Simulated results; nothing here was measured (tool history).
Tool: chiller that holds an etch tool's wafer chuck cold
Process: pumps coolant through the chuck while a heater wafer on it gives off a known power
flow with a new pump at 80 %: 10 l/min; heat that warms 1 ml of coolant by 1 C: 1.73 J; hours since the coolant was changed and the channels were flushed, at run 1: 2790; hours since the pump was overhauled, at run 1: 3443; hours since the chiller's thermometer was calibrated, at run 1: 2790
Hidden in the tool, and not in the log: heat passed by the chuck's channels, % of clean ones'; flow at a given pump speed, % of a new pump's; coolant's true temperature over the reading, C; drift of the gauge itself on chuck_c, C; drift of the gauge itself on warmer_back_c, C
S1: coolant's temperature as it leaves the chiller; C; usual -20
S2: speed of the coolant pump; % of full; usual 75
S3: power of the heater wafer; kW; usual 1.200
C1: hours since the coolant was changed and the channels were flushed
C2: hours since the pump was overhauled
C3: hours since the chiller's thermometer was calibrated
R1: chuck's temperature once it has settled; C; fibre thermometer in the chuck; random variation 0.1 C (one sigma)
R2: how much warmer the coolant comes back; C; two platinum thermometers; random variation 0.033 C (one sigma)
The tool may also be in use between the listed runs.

| run | hour | S1 | S2 | S3 | C1 | C2 | C3 | R1 | R2 |
|---|---|---|---|---|---|---|---|---|---|
| 1 | 0.0 | -20 | 75 | 1.200 | 2790 | 3443 | 2790 | -7.8 | 4.84 |
| 2 | 137.6 | -20 | 75 | 1.200 | 2928 | 3581 | 2928 | -7.6 | 4.80 |
| 3 | 278.8 | -18 | 75 | 1.200 | 3069 | 3722 | 3069 | -5.3 | 4.83 |
| 4 | 401.7 | -20 | 75 | 1.200 | 3192 | 3845 | 3192 | -7.1 | 4.92 |
| 5 | 578.2 | -20 | 75 | 1.334 | 3368 | 4021 | 3368 | -5.7 | 5.39 |
| 6 | 750.5 | -20 | 75 | 1.334 | 3541 | 4194 | 3541 | -5.6 | 5.47 |
| 7 | 912.7 | -20 | 75 | 1.215 | 3703 | 4356 | 3703 | -6.5 | 4.99 |
|  | 930.4 | coolant pump overhauled |
| 8 | 1121.8 | -20 | 75 | 1.215 | 3907 | 191 | 3907 | -6.0 | 5.18 |
|  | 1217.9 | coolant changed, channels flushed |
| 9 | 1300.9 | -20 | 90 | 0.950 | 83 | 364 | 4080 | -11.5 | 3.32 |
| 10 | 1397.4 | -20 | 66 | 0.719 | 179 | 461 | 4177 | -12.1 | 3.55 |
| 11 | 1530.7 | -20 | 66 | 0.719 | 313 | 594 | 4310 | -11.9 | 3.65 |
| 12 | 1721.9 | -30 | 67 | 0.697 | 504 | 785 | 4501 | -22.1 | 3.46 |
| 13 | 1896.2 | -20 | 71 | 1.148 | 678 | 960 | 4675 | -8.1 | 5.29 |

3 ways to go on from here, each from the tool as it stands after run 13. What would each give?
|  | 2089.8 | coolant pump overhauled, once more |
| A | 2107.2 | -13 | 71 | 0.623 | 884 | 17 | 4881 | ? | ? |
|  | 2089.8 | coolant pump overhauled, once more |
| B | 2107.2 | -20 | 75 | 1.342 | 884 | 17 | 4881 | ? | ? |
|  | 2089.8 | coolant pump overhauled, once more |
| C | 2107.2 | -20 | 69 | 1.200 | 884 | 17 | 4881 | ? | ? |

| run | R1 | R2 |
|---|---|---|
| A | -6.4 | 2.47 |
| B | -7.6 | 4.97 |
| C | -8.2 | 4.85 |
Without the tool's hidden state the same runs would have given:
| run | R1 | R2 |
|---|---|---|
| A | -7.9 | 2.49 |
| B | -9.4 | 5.01 |
| C | -10.0 | 4.89 |
